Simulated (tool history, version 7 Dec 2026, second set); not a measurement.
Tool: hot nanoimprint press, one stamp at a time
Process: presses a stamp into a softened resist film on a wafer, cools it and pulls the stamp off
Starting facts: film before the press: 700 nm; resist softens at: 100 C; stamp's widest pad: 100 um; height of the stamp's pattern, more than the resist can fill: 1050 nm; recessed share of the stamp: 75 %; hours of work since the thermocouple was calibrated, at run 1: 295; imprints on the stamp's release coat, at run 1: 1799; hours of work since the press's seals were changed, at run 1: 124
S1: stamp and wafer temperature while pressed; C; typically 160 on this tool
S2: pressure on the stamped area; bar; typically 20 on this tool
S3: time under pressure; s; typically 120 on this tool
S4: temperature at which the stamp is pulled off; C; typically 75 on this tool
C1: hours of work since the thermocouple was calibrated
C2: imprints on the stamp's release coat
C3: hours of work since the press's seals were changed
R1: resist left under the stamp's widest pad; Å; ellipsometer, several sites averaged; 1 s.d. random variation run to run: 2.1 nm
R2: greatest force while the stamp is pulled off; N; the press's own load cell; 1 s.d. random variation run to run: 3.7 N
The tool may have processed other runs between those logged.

{"run": 1, "day": 0.0, "S1": 160, "S2": 20, "S3": 120, "S4": 75, "C1": 295, "C2": 1799, "C3": 124, "R1": 3508, "R2": 227}
{"run": 2, "day": 1.992, "S1": 160, "S2": 20, "S3": 120, "S4": 75, "C1": 317, "C2": 1897, "C3": 146, "R1": 3507, "R2": 228}
{"run": 3, "day": 4.675, "S1": 160, "S2": 20, "S3": 120, "S4": 75, "C1": 347, "C2": 2029, "C3": 176, "R1": 3502, "R2": 223}
{"run": 4, "day": 7.329, "S1": 160, "S2": 20, "S3": 120, "S4": 75, "C1": 376, "C2": 2159, "C3": 206, "R1": 3515, "R2": 228}
{"day": 9.542, "done": "stamp cleaned and given a new release coat"}
{"run": 5, "day": 11.075, "S1": 160, "S2": 20, "S3": 120, "S4": 75, "C1": 415, "C2": 75, "C3": 245, "R1": 3505, "R2": 188}
{"run": 6, "day": 14.008, "S1": 160, "S2": 20, "S3": 120, "S4": 75, "C1": 448, "C2": 219, "C3": 278, "R1": 3501, "R2": 193}
{"run": 7, "day": 17.0, "S1": 160, "S2": 22.4, "S3": 120, "S4": 75, "C1": 481, "C2": 366, "C3": 311, "R1": 3369, "R2": 186}
{"run": 8, "day": 18.775, "S1": 160, "S2": 22.4, "S3": 120, "S4": 75, "C1": 501, "C2": 453, "C3": 331, "R1": 3356, "R2": 195}
{"run": 9, "day": 21.196, "S1": 160, "S2": 13.4, "S3": 107, "S4": 79, "C1": 528, "C2": 572, "C3": 358, "R1": 4517, "R2": 182}
{"day": 24.996, "done": "plate thermocouple calibrated"}
{"run": 10, "day": 25.096, "S1": 160, "S2": 13.4, "S3": 107, "S4": 79, "C1": 1, "C2": 758, "C3": 400, "R1": 4529, "R2": 176}
{"run": 11, "day": 27.938, "S1": 160, "S2": 13.4, "S3": 107, "S4": 79, "C1": 33, "C2": 897, "C3": 431, "R1": 4555, "R2": 184}
{"run": 12, "day": 30.092, "S1": 160, "S2": 13.4, "S3": 107, "S4": 80, "C1": 57, "C2": 1003, "C3": 455, "R1": 4569, "R2": 179}
{"run": 13, "day": 31.829, "S1": 160, "S2": 13.4, "S3": 130, "S4": 72, "C1": 76, "C2": 1089, "C3": 475, "R1": 4326, "R2": 230}
{"day": 33.229, "done": "plate thermocouple calibrated, once more"}
{"run": 14, "day": 34.896, "S1": 167, "S2": 17.6, "S3": 71, "S4": 69, "C1": 19, "C2": 1233, "C3": 507, "R1": 3249, "R2": 238}
{"run": 15, "day": 38.025, "S1": 156, "S2": 12.4, "S3": 89, "S4": 82, "C1": 53, "C2": 1387, "C3": 542, "R1": 5295, "R2": 176}

Each row is a separate what-if for the run after 15, all from the same tool condition, not one after another. Results?
{"run": "A", "day": 41.425, "S1": 160, "S2": 31.5, "S3": 120, "S4": 75, "C1": 91, "C2": 1554, "C3": 580, "R1": "?", "R2": "?"}
{"run": "B", "day": 41.425, "S1": 156, "S2": 28.9, "S3": 89, "S4": 66, "C1": 91, "C2": 1554, "C3": 580, "R1": "?", "R2": "?"}
{"run": "C", "day": 41.425, "S1": 160, "S2": 20, "S3": 128, "S4": 68, "C1": 91, "C2": 1554, "C3": 580, "R1": "?", "R2": "?"}
{"run": "D", "day": 41.425, "S1": 172, "S2": 20, "S3": 201, "S4": 75, "C1": 91, "C2": 1554, "C3": 580, "R1": "?", "R2": "?"}
{"run": "E", "day": 41.425, "S1": 160, "S2": 30.1, "S3": 120, "S4": 75, "C1": 91, "C2": 1554, "C3": 580, "R1": "?", "R2": "?"}

run=A R1=2719 R2=218
run=B R1=3794 R2=268
run=C R1=3420 R2=260
run=D R1=1753 R2=217
run=E R1=2781 R2=222
What these runs would have given with no unlogged condition in the tool:
run=A R1=2612 R2=181
run=B R1=3670 R2=223
run=C R1=3334 R2=217
run=D R1=1705 R2=181
run=E R1=2677 R2=185

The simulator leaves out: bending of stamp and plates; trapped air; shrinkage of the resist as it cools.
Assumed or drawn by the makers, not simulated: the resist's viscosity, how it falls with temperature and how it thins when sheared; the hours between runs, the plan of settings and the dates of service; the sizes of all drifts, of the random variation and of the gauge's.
